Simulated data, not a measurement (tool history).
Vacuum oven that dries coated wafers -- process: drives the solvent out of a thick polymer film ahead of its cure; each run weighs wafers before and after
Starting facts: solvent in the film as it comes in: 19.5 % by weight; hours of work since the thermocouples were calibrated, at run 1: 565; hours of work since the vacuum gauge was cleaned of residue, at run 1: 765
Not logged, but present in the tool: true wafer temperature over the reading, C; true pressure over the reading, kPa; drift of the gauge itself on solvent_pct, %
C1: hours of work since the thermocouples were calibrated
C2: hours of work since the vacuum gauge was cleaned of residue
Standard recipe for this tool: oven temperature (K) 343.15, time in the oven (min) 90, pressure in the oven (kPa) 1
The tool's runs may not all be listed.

run 1 hour=0 | oven_temperature_(K)=343.15 time_in_the_oven_(min)=90 pressure_in_the_oven_(kPa)=1 | C1=565 C2=765 | solvent_left_in_the_film_(%)=2.54
run 2 hour=43.2 | oven_temperature_(K)=343.15 time_in_the_oven_(min)=90 pressure_in_the_oven_(kPa)=1 | C1=586 C2=786 | solvent_left_in_the_film_(%)=2.79
run 3 hour=104.3 | oven_temperature_(K)=343.15 time_in_the_oven_(min)=90 pressure_in_the_oven_(kPa)=1 | C1=615 C2=816 | solvent_left_in_the_film_(%)=2.73
run 4 hour=142.8 | oven_temperature_(K)=343.15 time_in_the_oven_(min)=90 pressure_in_the_oven_(kPa)=1 | C1=634 C2=835 | solvent_left_in_the_film_(%)=2.7
run 5 hour=172.9 | oven_temperature_(K)=343.15 time_in_the_oven_(min)=90 pressure_in_the_oven_(kPa)=1 | C1=649 C2=850 | solvent_left_in_the_film_(%)=2.66
run 6 hour=205.9 | oven_temperature_(K)=343.15 time_in_the_oven_(min)=90 pressure_in_the_oven_(kPa)=1 | C1=665 C2=866 | solvent_left_in_the_film_(%)=2.62
run 7 hour=249.7 | oven_temperature_(K)=349.15 time_in_the_oven_(min)=57 pressure_in_the_oven_(kPa)=1 | C1=686 C2=887 | solvent_left_in_the_film_(%)=2.77
run 8 hour=308 | oven_temperature_(K)=349.15 time_in_the_oven_(min)=57 pressure_in_the_oven_(kPa)=1 | C1=715 C2=915 | solvent_left_in_the_film_(%)=2.69
run 9 hour=346.7 | oven_temperature_(K)=349.15 time_in_the_oven_(min)=57 pressure_in_the_oven_(kPa)=1 | C1=733 C2=934 | solvent_left_in_the_film_(%)=2.74
run 10 hour=394.8 | oven_temperature_(K)=350.15 time_in_the_oven_(min)=54 pressure_in_the_oven_(kPa)=1 | C1=757 C2=958 | solvent_left_in_the_film_(%)=2.64
run 11 hour=451.8 | oven_temperature_(K)=331.15 time_in_the_oven_(min)=90 pressure_in_the_oven_(kPa)=0.66 | C1=785 C2=985 | solvent_left_in_the_film_(%)=7.71
run 12 hour=509.6 | oven_temperature_(K)=331.15 time_in_the_oven_(min)=90 pressure_in_the_oven_(kPa)=1 | C1=813 C2=1014 | solvent_left_in_the_film_(%)=7.83

Predict each of these 4 candidate next runs independently; none follows another, all start after run 12:
run A hour=537 | oven_temperature_(K)=331.15 time_in_the_oven_(min)=90 pressure_in_the_oven_(kPa)=1.29 | C1=826 C2=1027 | solvent_left_in_the_film_(%)=?
run B hour=537 | oven_temperature_(K)=334.15 time_in_the_oven_(min)=90 pressure_in_the_oven_(kPa)=0.69 | C1=826 C2=1027 | solvent_left_in_the_film_(%)=?
run C hour=537 | oven_temperature_(K)=343.15 time_in_the_oven_(min)=90 pressure_in_the_oven_(kPa)=0.85 | C1=826 C2=1027 | solvent_left_in_the_film_(%)=?
run D hour=537 | oven_temperature_(K)=341.15 time_in_the_oven_(min)=90 pressure_in_the_oven_(kPa)=1.18 | C1=826 C2=1027 | solvent_left_in_the_film_(%)=?

run=A solvent_left_in_the_film_(%)=8.04
run=B solvent_left_in_the_film_(%)=6.35
run=C solvent_left_in_the_film_(%)=2.66
run=D solvent_left_in_the_film_(%)=3.5
Take away the tool's hidden state, keep each run's random variation, and the runs would have read:
run=A solvent_left_in_the_film_(%)=8.05
run=B solvent_left_in_the_film_(%)=6.36
run=C solvent_left_in_the_film_(%)=2.66
run=D solvent_left_in_the_film_(%)=3.51
